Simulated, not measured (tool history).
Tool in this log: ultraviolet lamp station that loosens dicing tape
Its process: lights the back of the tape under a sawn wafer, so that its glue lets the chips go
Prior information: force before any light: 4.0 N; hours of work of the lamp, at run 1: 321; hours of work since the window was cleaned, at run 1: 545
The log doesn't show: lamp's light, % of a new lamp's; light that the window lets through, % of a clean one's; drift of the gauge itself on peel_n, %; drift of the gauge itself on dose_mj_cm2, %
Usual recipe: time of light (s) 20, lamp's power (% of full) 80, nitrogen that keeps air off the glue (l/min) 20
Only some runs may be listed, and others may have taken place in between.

run	hour	time of light (s)	lamp's power (% of full)	nitrogen that keeps air off the glue (l/min)	hours of work of the lamp	hours of work since the window was cleaned	force that peels the tape off (N)	light that reached the tape (mJ/cm²)
1	0.0	20	80	20	321	545	0.499	303
2	18.9	20	80	20	336	560	0.516	305
3	41.9	20	83	20	355	578	0.520	310
4	66.5	20	83	20	374	598	0.513	299
# hour 109.5: window cleaned of glue's vapour
5	109.5	20	80	20	408	0	0.439	323
6	142.3	17	99	20	434	26	0.441	333
7	169.7	20	73	11	456	48	0.733	283
8	193.1	12	87	18	474	66	1.046	201
9	224.6	11	80	21	499	91	1.213	166
10	246.5	23	95	16	516	109	0.337	409

Consider 3 possible next runs. They are alternatives, not a sequence: every one starts from the tool as it was left by run 10. What does each give?
A	268.5	20	68	20	534	126	?	?
B	268.5	14	70	17	534	126	?	?
C	268.5	23	92	19	534	126	?	?

run	force that peels the tape off (N)	light that reached the tape (mJ/cm²)
A	0.699	253
B	1.156	181
C	0.338	388
The same runs, with their run-to-run variation unchanged, on a tool lacking any hidden condition would have given:
run	force that peels the tape off (N)	light that reached the tape (mJ/cm²)
A	0.412	347
B	0.759	249
C	0.206	533
